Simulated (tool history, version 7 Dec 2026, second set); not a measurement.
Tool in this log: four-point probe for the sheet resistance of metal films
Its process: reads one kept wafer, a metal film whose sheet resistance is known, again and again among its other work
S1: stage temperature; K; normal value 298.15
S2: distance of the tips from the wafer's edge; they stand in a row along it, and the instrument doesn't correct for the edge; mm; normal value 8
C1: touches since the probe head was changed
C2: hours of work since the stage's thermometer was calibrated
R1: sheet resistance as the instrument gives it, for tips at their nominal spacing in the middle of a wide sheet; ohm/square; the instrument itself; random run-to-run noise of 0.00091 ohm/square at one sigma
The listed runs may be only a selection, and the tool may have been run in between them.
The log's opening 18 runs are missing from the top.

run 19 hour=1275.9 | S1=298.15 S2=14 | C1=66611 C2=2160 | R1=4.541837
run 20 hour=1374.2 | S1=299.15 S2=10 | C1=70985 C2=2208 | R1=4.558816
-- hour=1415.4 new probe head fitted
run 21 hour=1446.6 | S1=298.15 S2=35 | C1=1390 C2=2244 | R1=4.490019
run 22 hour=1547.5 | S1=298.15 S2=35 | C1=5879 C2=2294 | R1=4.492024
run 23 hour=1647.3 | S1=298.15 S2=35 | C1=10319 C2=2343 | R1=4.494891
run 24 hour=1690.3 | S1=298.15 S2=35 | C1=12231 C2=2364 | R1=4.496212
run 25 hour=1745.7 | S1=292.15 S2=4 | C1=14700 C2=2392 | R1=4.750502
run 26 hour=1847.9 | S1=297.15 S2=61 | C1=19247 C2=2443 | R1=4.500390
run 27 hour=1943.7 | S1=296.15 S2=10 | C1=23508 C2=2490 | R1=4.545043
run 28 hour=1993.8 | S1=292.15 S2=10 | C1=25738 C2=2515 | R1=4.563742
run 29 hour=2083.1 | S1=305.15 S2=26 | C1=29712 C2=2559 | R1=4.477433
run 30 hour=2142.5 | S1=305.15 S2=26 | C1=32353 C2=2588 | R1=4.481058
run 31 hour=2218.1 | S1=298.15 S2=15 | C1=35718 C2=2626 | R1=4.522113
-- hour=2258.5 stage's thermometer calibrated
run 32 hour=2318.8 | S1=298.15 S2=15 | C1=40177 C2=30 | R1=4.535636
run 33 hour=2377.0 | S1=298.15 S2=15 | C1=42770 C2=59 | R1=4.536514
run 34 hour=2427.2 | S1=298.15 S2=15 | C1=45000 C2=84 | R1=4.539182
run 35 hour=2485.6 | S1=298.15 S2=15 | C1=47599 C2=112 | R1=4.539765
run 36 hour=2574.7 | S1=295.15 S2=10 | C1=51567 C2=157 | R1=4.575561
run 37 hour=2616.2 | S1=295.15 S2=34 | C1=53414 C2=177 | R1=4.542008
run 38 hour=2695.7 | S1=299.15 S2=3 | C1=56950 C2=217 | R1=4.916300

Branching from run 38: 4 alternative next runs. What would each branch give?
run A hour=2742.5 | S1=293.15 S2=13 | C1=59035 C2=240 | R1=?
run B hour=2742.5 | S1=292.15 S2=56 | C1=59035 C2=240 | R1=?
run C hour=2742.5 | S1=298.15 S2=4 | C1=59035 C2=240 | R1=?
run D hour=2742.5 | S1=299.15 S2=38 | C1=59035 C2=240 | R1=?

run=A R1=4.570921
run=B R1=4.553884
run=C R1=4.761095
run=D R1=4.526263
What these runs would have given with no unlogged condition in the tool:
run=A R1=4.541194
run=B R1=4.524259
run=C R1=4.730244
run=D R1=4.496807

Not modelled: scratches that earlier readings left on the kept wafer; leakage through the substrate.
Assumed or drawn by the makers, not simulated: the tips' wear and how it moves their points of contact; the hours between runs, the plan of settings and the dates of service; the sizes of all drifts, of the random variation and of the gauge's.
